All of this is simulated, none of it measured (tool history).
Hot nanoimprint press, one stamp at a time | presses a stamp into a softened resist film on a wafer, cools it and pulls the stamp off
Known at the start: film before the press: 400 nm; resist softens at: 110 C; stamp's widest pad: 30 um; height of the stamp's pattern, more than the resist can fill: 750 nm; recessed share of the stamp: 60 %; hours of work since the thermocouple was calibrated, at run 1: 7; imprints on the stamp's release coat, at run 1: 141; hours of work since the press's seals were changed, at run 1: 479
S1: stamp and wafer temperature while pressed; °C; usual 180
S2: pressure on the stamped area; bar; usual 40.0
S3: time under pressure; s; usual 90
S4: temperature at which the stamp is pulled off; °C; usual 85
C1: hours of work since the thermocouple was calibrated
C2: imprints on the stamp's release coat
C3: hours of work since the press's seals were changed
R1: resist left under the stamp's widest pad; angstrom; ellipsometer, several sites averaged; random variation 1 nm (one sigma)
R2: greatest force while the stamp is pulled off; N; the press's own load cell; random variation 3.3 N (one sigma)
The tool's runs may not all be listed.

| run | hour | S1 | S2 | S3 | S4 | C1 | C2 | C3 | R1 | R2 |
|---|---|---|---|---|---|---|---|---|---|---|
| 1 | 0.0 | 180 | 40.0 | 90 | 85 | 7 | 141 | 479 | 2224 | 199 |
| 2 | 9.0 | 180 | 40.0 | 90 | 85 | 13 | 179 | 485 | 2223 | 200 |
| 3 | 26.6 | 180 | 40.0 | 90 | 85 | 25 | 252 | 497 | 2232 | 201 |
| 4 | 42.3 | 173 | 40.0 | 90 | 85 | 36 | 317 | 508 | 2616 | 208 |
| 5 | 61.9 | 180 | 40.0 | 90 | 85 | 49 | 398 | 521 | 2238 | 205 |
| 6 | 81.6 | 180 | 40.0 | 90 | 85 | 63 | 480 | 534 | 2233 | 202 |
| 7 | 91.9 | 180 | 40.0 | 90 | 85 | 69 | 523 | 541 | 2222 | 215 |
| 8 | 107.1 | 180 | 40.0 | 90 | 85 | 80 | 586 | 552 | 2240 | 209 |
| 9 | 124.8 | 180 | 40.0 | 90 | 85 | 92 | 659 | 563 | 2233 | 213 |
| 10 | 142.3 | 180 | 40.0 | 90 | 85 | 103 | 731 | 575 | 2235 | 214 |
| 11 | 160.1 | 180 | 40.0 | 90 | 85 | 116 | 806 | 587 | 2249 | 213 |
| 12 | 175.2 | 180 | 40.0 | 90 | 85 | 126 | 868 | 597 | 2237 | 217 |
| 13 | 192.4 | 180 | 40.0 | 90 | 85 | 137 | 939 | 609 | 2236 | 221 |
| 14 | 205.3 | 180 | 40.0 | 136 | 85 | 146 | 993 | 618 | 1998 | 226 |
| 15 | 214.1 | 180 | 40.0 | 136 | 85 | 152 | 1029 | 624 | 1988 | 225 |
| 16 | 222.3 | 175 | 52.1 | 106 | 92 | 158 | 1063 | 629 | 2138 | 178 |
| 17 | 230.7 | 175 | 52.1 | 106 | 92 | 163 | 1098 | 635 | 2126 | 189 |
|  | 234.6 | plate thermocouple calibrated |
| 18 | 252.1 | 175 | 52.1 | 106 | 92 | 12 | 1174 | 647 | 2143 | 185 |
| 19 | 269.3 | 175 | 52.1 | 72 | 86 | 23 | 1246 | 659 | 2418 | 218 |
| 20 | 277.5 | 183 | 40.0 | 85 | 72 | 29 | 1280 | 665 | 2151 | 300 |
|  | 288.8 | plate thermocouple calibrated, once more |
| 21 | 290.1 | 180 | 55.1 | 90 | 77 | 1 | 1320 | 671 | 1892 | 274 |
| 22 | 304.9 | 180 | 62.6 | 56 | 77 | 11 | 1381 | 681 | 2059 | 265 |
| 23 | 322.8 | 180 | 62.6 | 56 | 77 | 23 | 1456 | 693 | 2065 | 277 |
| 24 | 335.4 | 180 | 33.5 | 56 | 79 | 31 | 1508 | 702 | 2744 | 263 |
| 25 | 345.1 | 180 | 33.5 | 56 | 79 | 38 | 1548 | 708 | 2742 | 266 |
| 26 | 353.4 | 190 | 33.5 | 60 | 91 | 44 | 1582 | 714 | 2193 | 203 |
| 27 | 370.3 | 180 | 29.6 | 90 | 88 | 55 | 1652 | 725 | 2576 | 219 |
| 28 | 389.5 | 180 | 29.6 | 90 | 88 | 68 | 1732 | 738 | 2578 | 210 |
| 29 | 399.7 | 180 | 58.2 | 176 | 88 | 75 | 1774 | 745 | 1495 | 221 |
| 30 | 415.5 | 180 | 38.7 | 90 | 85 | 86 | 1840 | 756 | 2298 | 241 |

4 ways to go on from here, each from the tool as it stands after run 30. What would each give?
|  | 431.7 | stamp cleaned and given a new release coat |
| A | 432.9 | 169 | 38.7 | 135 | 72 | 93 | 5 | 764 | ? | ? |
|  | 431.7 | stamp cleaned and given a new release coat |
| B | 432.9 | 180 | 60.8 | 112 | 73 | 93 | 5 | 764 | ? | ? |
|  | 431.7 | stamp cleaned and given a new release coat |
| C | 432.9 | 180 | 38.7 | 48 | 85 | 93 | 5 | 764 | ? | ? |
|  | 431.7 | stamp cleaned and given a new release coat |
| D | 432.9 | 180 | 44.0 | 90 | 85 | 93 | 5 | 764 | ? | ? |

| run | R1 | R2 |
|---|---|---|
| A | 2679 | 257 |
| B | 1698 | 257 |
| C | 2693 | 206 |
| D | 2160 | 198 |
Without the tool's hidden state the same runs would have given:
| run | R1 | R2 |
|---|---|---|
| A | 2601 | 256 |
| B | 1604 | 256 |
| C | 2619 | 205 |
| D | 2078 | 197 |

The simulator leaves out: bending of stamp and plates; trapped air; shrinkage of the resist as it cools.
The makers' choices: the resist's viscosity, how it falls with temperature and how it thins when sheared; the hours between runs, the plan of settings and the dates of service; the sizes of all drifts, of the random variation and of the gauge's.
